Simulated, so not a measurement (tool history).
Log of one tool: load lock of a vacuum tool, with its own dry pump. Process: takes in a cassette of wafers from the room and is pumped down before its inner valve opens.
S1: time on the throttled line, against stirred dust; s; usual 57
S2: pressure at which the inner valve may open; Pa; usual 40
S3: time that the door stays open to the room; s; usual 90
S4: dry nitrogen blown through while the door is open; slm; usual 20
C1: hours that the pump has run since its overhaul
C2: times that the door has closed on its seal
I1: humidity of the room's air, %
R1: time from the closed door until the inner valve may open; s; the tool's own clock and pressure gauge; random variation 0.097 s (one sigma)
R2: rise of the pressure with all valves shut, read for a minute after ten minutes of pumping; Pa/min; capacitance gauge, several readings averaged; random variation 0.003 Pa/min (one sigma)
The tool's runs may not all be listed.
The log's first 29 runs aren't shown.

run    hour  S1  S2   S3  S4     C1     C2    I1      R1     R2
 30  3869.7  35  74   90  20  11285   9112  46.0   52.74  0.117
 31  3969.5  61  32  100  43  11384   9282  46.3   78.44  0.107
 32  4144.9  30  54  106   6  11560   9581  43.5   49.46  0.140
 33  4310.0  30  54  106   6  11725   9863  46.3   49.33  0.146
     4354.4  -- dry pump taken out, an overhauled one fitted
 34  4505.5  30  54  106   6    151  10186  45.5   47.03  0.154
 35  4597.3  93  40   90  19    243  10343  43.8  104.67  0.135
 36  4747.8  93  40   90  19    393  10600  44.8  104.96  0.137
 37  4917.5  93  40   90  19    563  10889  44.1  104.85  0.137
 38  5105.4  93  40   90  19    751  11210  42.5  104.78  0.140

3 ways to go on from here, each from the tool as it stands after run 38. What would each give?
  A  5260.0  38  40  26  20  906  11474  47.9   ?   ?
  B  5260.0  65  49  90  19  906  11474  44.1   ?   ?
  C  5260.0  40  40  56  19  906  11474  43.6   ?   ?

run     R1     R2
  A  55.13  0.136
  B  79.08  0.154
  C  57.04  0.148
Without the tool's hidden state the same runs would have given:
run     R1     R2
  A  54.91  0.030
  B  78.91  0.045
  C  56.83  0.040
